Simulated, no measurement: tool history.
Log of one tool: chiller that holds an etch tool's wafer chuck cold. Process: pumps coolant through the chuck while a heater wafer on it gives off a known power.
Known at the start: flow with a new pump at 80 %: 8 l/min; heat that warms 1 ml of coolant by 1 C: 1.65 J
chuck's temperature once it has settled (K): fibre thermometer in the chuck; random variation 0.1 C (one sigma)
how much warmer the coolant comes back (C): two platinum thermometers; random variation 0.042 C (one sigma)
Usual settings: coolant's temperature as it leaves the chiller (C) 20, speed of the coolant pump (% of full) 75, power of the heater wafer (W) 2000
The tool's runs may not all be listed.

run	day	coolant's temperature as it leaves the chiller (C)	speed of the coolant pump (% of full)	power of the heater wafer (W)	chuck's temperature once it has settled (K)	how much warmer the coolant comes back (C)
1	0.000	20	75	2000	310.65	9.79
2	3.454	14	75	2000	304.85	9.74
3	5.821	14	75	2000	304.85	9.65
4	8.933	20	75	2000	310.95	9.76
5	11.154	20	75	1151	303.25	5.62
6	13.738	20	87	2000	308.65	8.36
7	17.358	14	65	1193	299.15	6.83
8	19.458	14	65	1193	299.25	6.81
9	22.050	14	95	2000	301.35	7.62
10	24.567	14	95	2000	301.25	7.68
11	26.829	19	73	2000	310.55	10.07

Run 12 comes next. What will it give?
12	29.683	20	75	1931	?	?

Run 12 gave chuck's temperature once it has settled (K) 310.25, how much warmer the coolant comes back (C) 9.45.
Without the tool's hidden state the same run would have given chuck's temperature once it has settled (K) 309.85, how much warmer the coolant comes back (C) 9.38.

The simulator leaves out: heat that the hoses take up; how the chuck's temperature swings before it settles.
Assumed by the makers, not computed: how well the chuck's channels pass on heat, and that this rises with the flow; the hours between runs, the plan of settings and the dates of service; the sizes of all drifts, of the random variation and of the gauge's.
